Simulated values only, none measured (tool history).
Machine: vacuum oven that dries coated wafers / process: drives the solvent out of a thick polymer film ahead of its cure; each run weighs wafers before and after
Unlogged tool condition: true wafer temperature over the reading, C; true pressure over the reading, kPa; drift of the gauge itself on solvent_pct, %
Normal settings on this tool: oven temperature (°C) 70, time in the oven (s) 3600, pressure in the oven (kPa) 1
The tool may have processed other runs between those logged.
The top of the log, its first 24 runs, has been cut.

run	hour	oven temperature (°C)	time in the oven (s)	pressure in the oven (kPa)	hours of work since the thermocouples were calibrated	hours of work since the vacuum gauge was cleaned of residue	solvent left in the film (%)
25	643.7	81	1980	0.62	70	831	0.463
26	674.1	63	4860	0.59	83	843	0.742
# hour 698.4: oven's thermocouples calibrated, once more
27	718.4	78	6120	1.23	8	861	0.392
28	759	57	4980	1.44	25	877	2.171
29	781.9	82	6360	1.68	34	887	0.452
30	817	82	6360	1.68	49	901	0.452
31	840.2	81	2700	1.46	58	911	0.507
32	869.1	81	4500	0.58	70	922	0.202
33	904.4	70	3660	1.45	85	937	0.956
34	944.8	70	3420	1.92	101	954	1.202
35	963.9	70	3420	1.92	109	961	1.194
36	995.5	68	1920	0.59	122	974	2.324
37	1029.7	70	4020	1.93	136	989	1.022
38	1049.3	74	3600	0.69	144	997	0.44
39	1078.8	74	3600	0.69	156	1009	0.452
40	1111.2	74	2280	2.16	170	1022	1.427
41	1151	64	2760	2.33	186	1038	2.719
42	1187.3	64	2760	2.33	201	1053	2.688
43	1208.6	64	2760	2.33	210	1062	2.686
44	1246.8	64	2760	2.33	225	1078	2.674
45	1280.2	70	4620	2.77	239	1091	1.256
46	1323	73	3060	1.7	257	1109	0.964

3 options for the next run, each taken on its own from the tool as it stands now. Forecast them:
A	1361.3	73	4020	3.02	273	1125	?
B	1361.3	77	3600	1	273	1125	?
C	1361.3	77	3720	0.83	273	1125	?

run	solvent left in the film (%)
A	1.196
B	0.431
C	0.358
With no hidden state in the tool, these same runs would have given:
run	solvent left in the film (%)
A	1.156
B	0.375
C	0.298
